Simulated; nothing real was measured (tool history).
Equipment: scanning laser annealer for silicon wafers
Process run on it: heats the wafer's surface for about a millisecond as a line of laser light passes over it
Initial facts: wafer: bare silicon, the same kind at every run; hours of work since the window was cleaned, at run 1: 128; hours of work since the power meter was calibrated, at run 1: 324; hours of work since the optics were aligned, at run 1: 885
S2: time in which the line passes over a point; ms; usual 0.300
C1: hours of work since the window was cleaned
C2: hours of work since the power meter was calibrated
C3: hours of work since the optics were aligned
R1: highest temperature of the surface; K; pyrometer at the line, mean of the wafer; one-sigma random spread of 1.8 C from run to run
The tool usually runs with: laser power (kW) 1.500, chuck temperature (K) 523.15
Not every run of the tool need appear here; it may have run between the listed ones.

{"run": 1, "day": 0.0, "laser power (kW)": 1.5, "S2": 0.3, "chuck temperature (K)": 523.15, "C1": 128, "C2": 324, "C3": 885, "R1": 1305.15}
{"run": 2, "day": 1.492, "laser power (kW)": 1.5, "S2": 0.3, "chuck temperature (K)": 523.15, "C1": 144, "C2": 341, "C3": 901, "R1": 1304.15}
{"run": 3, "day": 2.625, "laser power (kW)": 1.5, "S2": 0.3, "chuck temperature (K)": 523.15, "C1": 157, "C2": 353, "C3": 914, "R1": 1301.15}
{"run": 4, "day": 3.325, "laser power (kW)": 1.5, "S2": 0.3, "chuck temperature (K)": 523.15, "C1": 164, "C2": 361, "C3": 921, "R1": 1301.15}
{"run": 5, "day": 4.396, "laser power (kW)": 1.314, "S2": 0.3, "chuck temperature (K)": 523.15, "C1": 176, "C2": 373, "C3": 933, "R1": 1195.15}
{"run": 6, "day": 6.004, "laser power (kW)": 1.5, "S2": 0.3, "chuck temperature (K)": 523.15, "C1": 194, "C2": 390, "C3": 951, "R1": 1302.15}
{"run": 7, "day": 7.558, "laser power (kW)": 1.5, "S2": 0.3, "chuck temperature (K)": 523.15, "C1": 211, "C2": 408, "C3": 968, "R1": 1299.15}
{"run": 8, "day": 8.279, "laser power (kW)": 1.5, "S2": 0.3, "chuck temperature (K)": 523.15, "C1": 219, "C2": 415, "C3": 976, "R1": 1297.15}
{"run": 9, "day": 9.517, "laser power (kW)": 1.5, "S2": 0.3, "chuck temperature (K)": 523.15, "C1": 232, "C2": 429, "C3": 989, "R1": 1297.15}
{"run": 10, "day": 10.283, "laser power (kW)": 1.5, "S2": 0.3, "chuck temperature (K)": 523.15, "C1": 241, "C2": 437, "C3": 998, "R1": 1297.15}
{"run": 11, "day": 11.85, "laser power (kW)": 1.5, "S2": 0.3, "chuck temperature (K)": 523.15, "C1": 258, "C2": 455, "C3": 1015, "R1": 1300.15}
{"run": 12, "day": 12.896, "laser power (kW)": 1.5, "S2": 0.3, "chuck temperature (K)": 523.15, "C1": 269, "C2": 466, "C3": 1027, "R1": 1293.15}
{"run": 13, "day": 14.279, "laser power (kW)": 1.5, "S2": 0.3, "chuck temperature (K)": 523.15, "C1": 285, "C2": 481, "C3": 1042, "R1": 1295.15}
{"run": 14, "day": 15.204, "laser power (kW)": 1.344, "S2": 0.3, "chuck temperature (K)": 523.15, "C1": 295, "C2": 492, "C3": 1052, "R1": 1211.15}
{"run": 15, "day": 16.092, "laser power (kW)": 1.5, "S2": 0.3, "chuck temperature (K)": 523.15, "C1": 304, "C2": 501, "C3": 1062, "R1": 1296.15}
{"run": 16, "day": 16.883, "laser power (kW)": 1.394, "S2": 0.3, "chuck temperature (K)": 523.15, "C1": 313, "C2": 510, "C3": 1070, "R1": 1233.15}
{"run": 17, "day": 18.333, "laser power (kW)": 1.394, "S2": 0.367, "chuck temperature (K)": 523.15, "C1": 329, "C2": 526, "C3": 1086, "R1": 1307.15}
{"run": 18, "day": 19.65, "laser power (kW)": 1.394, "S2": 0.367, "chuck temperature (K)": 523.15, "C1": 344, "C2": 540, "C3": 1101, "R1": 1306.15}
{"run": 19, "day": 20.717, "laser power (kW)": 1.394, "S2": 0.367, "chuck temperature (K)": 523.15, "C1": 355, "C2": 552, "C3": 1112, "R1": 1304.15}
{"day": 22.383, "done": "window over the wafer cleaned"}
{"run": 20, "day": 22.383, "laser power (kW)": 1.5, "S2": 0.278, "chuck temperature (K)": 551.15, "C1": 0, "C2": 570, "C3": 1130, "R1": 1307.15}
{"day": 23.379, "done": "optics aligned, line set to its width"}
{"run": 21, "day": 23.508, "laser power (kW)": 1.5, "S2": 0.278, "chuck temperature (K)": 551.15, "C1": 10, "C2": 580, "C3": 1, "R1": 1302.15}
{"run": 22, "day": 24.808, "laser power (kW)": 1.5, "S2": 0.278, "chuck temperature (K)": 551.15, "C1": 24, "C2": 594, "C3": 16, "R1": 1300.15}
{"run": 23, "day": 25.583, "laser power (kW)": 1.277, "S2": 0.278, "chuck temperature (K)": 489.15, "C1": 33, "C2": 602, "C3": 24, "R1": 1116.15}
{"run": 24, "day": 26.979, "laser power (kW)": 1.277, "S2": 0.278, "chuck temperature (K)": 489.15, "C1": 48, "C2": 618, "C3": 40, "R1": 1116.15}
{"run": 25, "day": 28.529, "laser power (kW)": 1.277, "S2": 0.278, "chuck temperature (K)": 489.15, "C1": 65, "C2": 635, "C3": 57, "R1": 1114.15}
{"run": 26, "day": 29.325, "laser power (kW)": 1.5, "S2": 0.272, "chuck temperature (K)": 554.15, "C1": 74, "C2": 643, "C3": 65, "R1": 1294.15}
{"day": 30.05, "done": "optics aligned, line set to its width, once more"}
{"run": 27, "day": 30.504, "laser power (kW)": 1.436, "S2": 0.349, "chuck temperature (K)": 554.15, "C1": 85, "C2": 654, "C3": 5, "R1": 1368.15}
{"run": 28, "day": 31.796, "laser power (kW)": 1.436, "S2": 0.349, "chuck temperature (K)": 554.15, "C1": 99, "C2": 668, "C3": 19, "R1": 1364.15}
{"run": 29, "day": 32.638, "laser power (kW)": 1.436, "S2": 0.256, "chuck temperature (K)": 554.15, "C1": 108, "C2": 678, "C3": 28, "R1": 1250.15}
{"run": 30, "day": 33.638, "laser power (kW)": 1.382, "S2": 0.24, "chuck temperature (K)": 549.15, "C1": 119, "C2": 689, "C3": 39, "R1": 1195.15}
{"run": 31, "day": 34.729, "laser power (kW)": 1.371, "S2": 0.3, "chuck temperature (K)": 540.15, "C1": 131, "C2": 701, "C3": 51, "R1": 1256.15}
{"run": 32, "day": 35.729, "laser power (kW)": 1.549, "S2": 0.261, "chuck temperature (K)": 494.15, "C1": 142, "C2": 712, "C3": 62, "R1": 1256.15}
{"run": 33, "day": 36.654, "laser power (kW)": 1.551, "S2": 0.3, "chuck temperature (K)": 545.15, "C1": 152, "C2": 722, "C3": 73, "R1": 1361.15}
{"run": 34, "day": 37.654, "laser power (kW)": 1.551, "S2": 0.3, "chuck temperature (K)": 545.15, "C1": 163, "C2": 733, "C3": 84, "R1": 1358.15}
{"run": 35, "day": 38.462, "laser power (kW)": 1.551, "S2": 0.3, "chuck temperature (K)": 545.15, "C1": 172, "C2": 742, "C3": 92, "R1": 1360.15}
{"run": 36, "day": 39.454, "laser power (kW)": 1.551, "S2": 0.3, "chuck temperature (K)": 511.15, "C1": 183, "C2": 752, "C3": 103, "R1": 1324.15}

Alternative continuations, all from the tool just after run 36; predict every row:
{"run": "A", "day": 40.592, "laser power (kW)": 1.637, "S2": 0.35, "chuck temperature (K)": 493.15, "C1": 195, "C2": 765, "C3": 116, "R1": "?"}
{"run": "B", "day": 40.592, "laser power (kW)": 1.551, "S2": 0.308, "chuck temperature (K)": 489.15, "C1": 195, "C2": 765, "C3": 116, "R1": "?"}
{"run": "C", "day": 40.592, "laser power (kW)": 1.551, "S2": 0.3, "chuck temperature (K)": 555.15, "C1": 195, "C2": 765, "C3": 116, "R1": "?"}

run=A R1=1424.15
run=B R1=1310.15
run=C R1=1368.15
Without the tool's hidden state the same runs would have given:
run=A R1=1438.15
run=B R1=1323.15
run=C R1=1380.15
